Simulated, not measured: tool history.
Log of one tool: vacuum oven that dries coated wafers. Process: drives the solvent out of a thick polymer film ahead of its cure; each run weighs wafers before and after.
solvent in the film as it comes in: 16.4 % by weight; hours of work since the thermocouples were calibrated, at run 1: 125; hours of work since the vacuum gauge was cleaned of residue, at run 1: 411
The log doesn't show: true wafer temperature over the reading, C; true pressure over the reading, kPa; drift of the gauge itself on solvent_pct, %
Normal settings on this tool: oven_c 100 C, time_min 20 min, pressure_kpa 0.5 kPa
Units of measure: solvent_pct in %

run   hour  oven_c  time_min  pressure_kpa  hours of work since the thermocouples were calibrated  hours of work since the vacuum gauge was cleaned of residue  solvent_pct
  1      0     100        20           0.5                                                    125                                                          411         2.64
  2   26.7     100        20           0.5                                                    136                                                          422         2.65
  3   50.2     100        20           0.5                                                    146                                                          432         2.61
  4   68.2     100        20           0.5                                                    153                                                          439         2.64
  5   93.1     100        20           0.5                                                    163                                                          449         2.68
  6  119.8     100        20         0.336                                                    174                                                          460         2.53
  7  147.4     100        20         0.336                                                    185                                                          471         2.55
  8  176.4     100        20         0.939                                                    197                                                          483          2.9
  9  196.2     100        20         0.939                                                    205                                                          491         2.96
 10  226.9     100        31         0.939                                                    217                                                          503         1.65
 11  242.7     100        20         1.014                                                    224                                                          510         2.98
 12  270.3      94        11          1.44                                                    235                                                          521         7.01
 13  298.3      90        16          1.44                                                    246                                                          532         6.22
 14  319.3      90        16          1.44                                                    255                                                          541         6.22
 15  346.5      90        16          1.44                                                    266                                                          552          6.2
 16  374.3      90        16          1.44                                                    277                                                          563         6.19
 17  406.5      90        16          1.44                                                    290                                                          576         6.19
 18  438.7      86        25         0.373                                                    303                                                          589         4.17
 19  466.6      86        25         0.373                                                    315                                                          601         4.16

Below are 5 alternative next runs, each starting from the tool's condition after run 19. Predict each:
  A   490      94        30         0.373                                                    324                                                          610            ?
  B   490      86        25         0.641                                                    324                                                          610            ?
  C   490      93        31         0.458                                                    324                                                          610            ?
  D   490     112        12         0.278                                                    324                                                          610            ?
  E   490     103        32         0.281                                                    324                                                          610            ?

run  solvent_pct
  A         2.04
  B         4.44
  C         2.16
  D          2.7
  E         0.86
Without the tool's unlogged condition, the same runs would have read:
run  solvent_pct
  A         1.82
  B         4.19
  C         1.93
  D         2.61
  E         0.69
